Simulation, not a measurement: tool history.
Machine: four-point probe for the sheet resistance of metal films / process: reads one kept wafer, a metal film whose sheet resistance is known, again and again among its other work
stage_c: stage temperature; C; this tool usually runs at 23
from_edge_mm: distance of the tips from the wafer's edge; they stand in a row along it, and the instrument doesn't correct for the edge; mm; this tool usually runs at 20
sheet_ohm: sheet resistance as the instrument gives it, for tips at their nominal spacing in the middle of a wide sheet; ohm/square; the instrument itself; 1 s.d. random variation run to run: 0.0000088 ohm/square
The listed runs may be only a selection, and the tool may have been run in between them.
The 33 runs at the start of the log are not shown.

run	hour	stage_c	from_edge_mm	sheet_ohm
34	548.9	20	4	0.045263
35	568.5	26	69	0.043730
36	590.7	27	20	0.043749
37	604.3	27	20	0.043753
38	619.8	27	20	0.043754
39	645.1	27	20	0.043744
40	663.2	27	20	0.043755
41	685.8	27	20	0.043751
42	697.3	18	45	0.043906
43	714.0	29	16	0.043754
44	728.5	29	16	0.043740
45	748.7	27	62	0.043698
46	762.0	23	27	0.043800

Consider 3 possible next runs. They are alternatives, not a sequence: every one starts from the tool as it was left by run 46. What does each give?
A	785.9	35	27	?
B	785.9	31	20	?
C	785.9	20	67	?

run	sheet_ohm
A	0.043583
B	0.043673
C	0.043838
Take away the tool's hidden state, keep each run's random variation, and the runs would have read:
run	sheet_ohm
A	0.043710
B	0.043800
C	0.043963

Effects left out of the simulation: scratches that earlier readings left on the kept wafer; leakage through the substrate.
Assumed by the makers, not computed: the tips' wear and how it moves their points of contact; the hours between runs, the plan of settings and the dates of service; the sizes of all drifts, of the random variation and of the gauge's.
